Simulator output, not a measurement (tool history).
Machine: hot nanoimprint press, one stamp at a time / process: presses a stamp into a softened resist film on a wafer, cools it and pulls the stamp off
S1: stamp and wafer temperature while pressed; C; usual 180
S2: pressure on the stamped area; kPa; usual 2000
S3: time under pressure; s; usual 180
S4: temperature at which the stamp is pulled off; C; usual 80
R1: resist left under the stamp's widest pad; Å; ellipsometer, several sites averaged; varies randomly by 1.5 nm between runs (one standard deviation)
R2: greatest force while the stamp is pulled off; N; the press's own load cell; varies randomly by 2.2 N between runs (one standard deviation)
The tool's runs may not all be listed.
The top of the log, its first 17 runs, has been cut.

{"run": 18, "day": 17.242, "S1": 180, "S2": 2000, "S3": 180, "S4": 76, "R1": 2412, "R2": 138}
{"run": 19, "day": 18.475, "S1": 180, "S2": 2000, "S3": 180, "S4": 76, "R1": 2443, "R2": 141}
{"run": 20, "day": 19.242, "S1": 180, "S2": 2000, "S3": 180, "S4": 76, "R1": 2456, "R2": 145}
{"run": 21, "day": 19.862, "S1": 181, "S2": 1370, "S3": 180, "S4": 76, "R1": 2708, "R2": 148}
{"run": 22, "day": 21.058, "S1": 181, "S2": 1370, "S3": 180, "S4": 76, "R1": 2722, "R2": 146}
{"run": 23, "day": 22.329, "S1": 181, "S2": 1370, "S3": 180, "S4": 76, "R1": 2730, "R2": 157}
{"run": 24, "day": 23.412, "S1": 181, "S2": 1370, "S3": 180, "S4": 76, "R1": 2763, "R2": 158}
{"run": 25, "day": 24.454, "S1": 184, "S2": 2690, "S3": 105, "S4": 87, "R1": 2232, "R2": 136}
{"day": 24.933, "done": "plate thermocouple calibrated"}
{"run": 26, "day": 25.333, "S1": 179, "S2": 2690, "S3": 94, "S4": 87, "R1": 2586, "R2": 137}
{"run": 27, "day": 25.921, "S1": 179, "S2": 2690, "S3": 292, "S4": 87, "R1": 1870, "R2": 138}
{"day": 26.779, "done": "stamp cleaned and given a new release coat"}
{"run": 28, "day": 27.204, "S1": 177, "S2": 2870, "S3": 123, "S4": 68, "R1": 2538, "R2": 118}
{"run": 29, "day": 28.567, "S1": 177, "S2": 2870, "S3": 123, "S4": 68, "R1": 2540, "R2": 120}
{"run": 30, "day": 29.521, "S1": 182, "S2": 1870, "S3": 180, "S4": 80, "R1": 2312, "R2": 100}

Branching from run 30: 3 alternative next runs. What would each branch give?
{"run": "A", "day": 30.783, "S1": 179, "S2": 2000, "S3": 180, "S4": 80, "R1": "?", "R2": "?"}
{"run": "B", "day": 30.783, "S1": 182, "S2": 1570, "S3": 180, "S4": 80, "R1": "?", "R2": "?"}
{"run": "C", "day": 30.783, "S1": 178, "S2": 2000, "S3": 180, "S4": 80, "R1": "?", "R2": "?"}

run=A R1=2470 R2=110
run=B R1=2488 R2=111
run=C R1=2560 R2=106
Take away the tool's hidden state, keep each run's random variation, and the runs would have read:
run=A R1=2407 R2=97
run=B R1=2430 R2=98
run=C R1=2496 R2=93

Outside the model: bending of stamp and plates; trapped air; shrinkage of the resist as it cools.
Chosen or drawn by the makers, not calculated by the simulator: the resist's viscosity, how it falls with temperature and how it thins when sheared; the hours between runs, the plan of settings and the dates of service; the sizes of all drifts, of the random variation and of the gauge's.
